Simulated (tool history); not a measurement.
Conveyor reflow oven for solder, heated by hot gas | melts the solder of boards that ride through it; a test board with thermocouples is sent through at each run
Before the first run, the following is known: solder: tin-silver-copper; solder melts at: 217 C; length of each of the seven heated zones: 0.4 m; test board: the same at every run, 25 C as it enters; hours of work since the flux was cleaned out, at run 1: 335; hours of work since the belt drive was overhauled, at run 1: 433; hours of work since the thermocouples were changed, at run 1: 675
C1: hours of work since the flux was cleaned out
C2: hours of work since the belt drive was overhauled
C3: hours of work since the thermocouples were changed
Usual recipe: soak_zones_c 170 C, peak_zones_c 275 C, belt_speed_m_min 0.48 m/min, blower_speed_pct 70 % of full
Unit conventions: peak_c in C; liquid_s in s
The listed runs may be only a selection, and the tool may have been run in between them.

run 1 hour=0 | soak_zones_c=170 peak_zones_c=275 belt_speed_m_min=0.48 blower_speed_pct=70 | C1=335 C2=433 C3=675 | peak_c=257.2 liquid_s=79.1
-- hour=10.4 flux residue cleaned out of gas plates and filters
run 2 hour=19.6 | soak_zones_c=170 peak_zones_c=290 belt_speed_m_min=0.48 blower_speed_pct=70 | C1=5 C2=441 C3=683 | peak_c=274.1 liquid_s=90.9
-- hour=22.8 thermocouples of zones 6 and 7 changed
run 3 hour=46.3 | soak_zones_c=170 peak_zones_c=290 belt_speed_m_min=0.48 blower_speed_pct=70 | C1=19 C2=454 C3=13 | peak_c=276.4 liquid_s=91.2
run 4 hour=69.8 | soak_zones_c=170 peak_zones_c=290 belt_speed_m_min=0.48 blower_speed_pct=70 | C1=32 C2=467 C3=26 | peak_c=276.5 liquid_s=92.1
run 5 hour=87.9 | soak_zones_c=170 peak_zones_c=290 belt_speed_m_min=0.48 blower_speed_pct=70 | C1=42 C2=477 C3=36 | peak_c=276.2 liquid_s=91.3
run 6 hour=116 | soak_zones_c=170 peak_zones_c=277 belt_speed_m_min=0.48 blower_speed_pct=70 | C1=57 C2=493 C3=52 | peak_c=264.3 liquid_s=84.2
run 7 hour=144.3 | soak_zones_c=170 peak_zones_c=275 belt_speed_m_min=0.48 blower_speed_pct=70 | C1=73 C2=509 C3=67 | peak_c=261.6 liquid_s=83
run 8 hour=158.5 | soak_zones_c=176 peak_zones_c=275 belt_speed_m_min=0.48 blower_speed_pct=70 | C1=81 C2=517 C3=75 | peak_c=262.3 liquid_s=85.9
-- hour=165 belt drive overhauled, speed set with a stopwatch
run 9 hour=183.5 | soak_zones_c=170 peak_zones_c=275 belt_speed_m_min=0.48 blower_speed_pct=70 | C1=92 C2=10 C3=87 | peak_c=262.1 liquid_s=83.2
run 10 hour=207.3 | soak_zones_c=170 peak_zones_c=280 belt_speed_m_min=0.48 blower_speed_pct=70 | C1=106 C2=23 C3=100 | peak_c=266 liquid_s=86.7
-- hour=213.4 belt drive overhauled, speed set with a stopwatch, once more
run 11 hour=228.2 | soak_zones_c=170 peak_zones_c=280 belt_speed_m_min=0.48 blower_speed_pct=70 | C1=115 C2=8 C3=109 | peak_c=265.6 liquid_s=84.3
run 12 hour=249.8 | soak_zones_c=170 peak_zones_c=280 belt_speed_m_min=0.48 blower_speed_pct=70 | C1=127 C2=20 C3=121 | peak_c=265.5 liquid_s=84
run 13 hour=272 | soak_zones_c=170 peak_zones_c=275 belt_speed_m_min=0.48 blower_speed_pct=60 | C1=139 C2=32 C3=133 | peak_c=257.6 liquid_s=78.5
run 14 hour=284.1 | soak_zones_c=170 peak_zones_c=275 belt_speed_m_min=0.48 blower_speed_pct=60 | C1=146 C2=39 C3=140 | peak_c=258.1 liquid_s=77.6
run 15 hour=309.4 | soak_zones_c=170 peak_zones_c=275 belt_speed_m_min=0.48 blower_speed_pct=60 | C1=160 C2=53 C3=154 | peak_c=258 liquid_s=77.4
run 16 hour=330.4 | soak_zones_c=159 peak_zones_c=275 belt_speed_m_min=0.48 blower_speed_pct=69 | C1=171 C2=65 C3=166 | peak_c=258 liquid_s=74.8
run 17 hour=352.1 | soak_zones_c=174 peak_zones_c=277 belt_speed_m_min=0.461 blower_speed_pct=89 | C1=183 C2=77 C3=178 | peak_c=267.6 liquid_s=91.5
run 18 hour=368.6 | soak_zones_c=174 peak_zones_c=277 belt_speed_m_min=0.461 blower_speed_pct=89 | C1=192 C2=86 C3=187 | peak_c=267.9 liquid_s=91.2
run 19 hour=384.5 | soak_zones_c=174 peak_zones_c=277 belt_speed_m_min=0.461 blower_speed_pct=89 | C1=201 C2=95 C3=196 | peak_c=267.5 liquid_s=91.6
run 20 hour=404 | soak_zones_c=170 peak_zones_c=275 belt_speed_m_min=0.474 blower_speed_pct=51 | C1=212 C2=105 C3=206 | peak_c=254.9 liquid_s=75.4
run 21 hour=429.6 | soak_zones_c=170 peak_zones_c=278 belt_speed_m_min=0.474 blower_speed_pct=70 | C1=226 C2=120 C3=221 | peak_c=262.7 liquid_s=83.4
run 22 hour=453.7 | soak_zones_c=170 peak_zones_c=279 belt_speed_m_min=0.415 blower_speed_pct=70 | C1=240 C2=133 C3=234 | peak_c=267.4 liquid_s=99.4
run 23 hour=467.2 | soak_zones_c=170 peak_zones_c=275 belt_speed_m_min=0.528 blower_speed_pct=76 | C1=247 C2=140 C3=241 | peak_c=258.1 liquid_s=71.5
run 24 hour=489.4 | soak_zones_c=170 peak_zones_c=275 belt_speed_m_min=0.528 blower_speed_pct=76 | C1=259 C2=153 C3=254 | peak_c=257.6 liquid_s=70.4
run 25 hour=514.6 | soak_zones_c=170 peak_zones_c=275 belt_speed_m_min=0.408 blower_speed_pct=70 | C1=273 C2=167 C3=268 | peak_c=263.9 liquid_s=98.7
run 26 hour=542.1 | soak_zones_c=181 peak_zones_c=272 belt_speed_m_min=0.463 blower_speed_pct=51 | C1=288 C2=182 C3=283 | peak_c=254.4 liquid_s=83.1
run 27 hour=559.9 | soak_zones_c=181 peak_zones_c=272 belt_speed_m_min=0.463 blower_speed_pct=51 | C1=298 C2=192 C3=293 | peak_c=254.2 liquid_s=82.3
run 28 hour=582.5 | soak_zones_c=181 peak_zones_c=272 belt_speed_m_min=0.463 blower_speed_pct=51 | C1=311 C2=204 C3=305 | peak_c=254.5 liquid_s=82.4
run 29 hour=597.3 | soak_zones_c=175 peak_zones_c=289 belt_speed_m_min=0.46 blower_speed_pct=82 | C1=319 C2=212 C3=313 | peak_c=275.9 liquid_s=96.5

Here are 3 independent what-if runs from the current tool condition. What would each one return?
run A hour=626.5 | soak_zones_c=175 peak_zones_c=289 belt_speed_m_min=0.396 blower_speed_pct=68 | C1=335 C2=228 C3=329 | peak_c=? liquid_s=?
run B hour=626.5 | soak_zones_c=183 peak_zones_c=273 belt_speed_m_min=0.46 blower_speed_pct=82 | C1=335 C2=228 C3=329 | peak_c=? liquid_s=?
run C hour=626.5 | soak_zones_c=175 peak_zones_c=285 belt_speed_m_min=0.46 blower_speed_pct=82 | C1=335 C2=228 C3=329 | peak_c=? liquid_s=?

run=A peak_c=277.6 liquid_s=113.7
run=B peak_c=262.3 liquid_s=92.6
run=C peak_c=272.4 liquid_s=94.7
Without the tool's hidden state the same runs would have given:
run=A peak_c=280.5 liquid_s=115.1
run=B peak_c=265.4 liquid_s=95
run=C peak_c=276 liquid_s=96.6
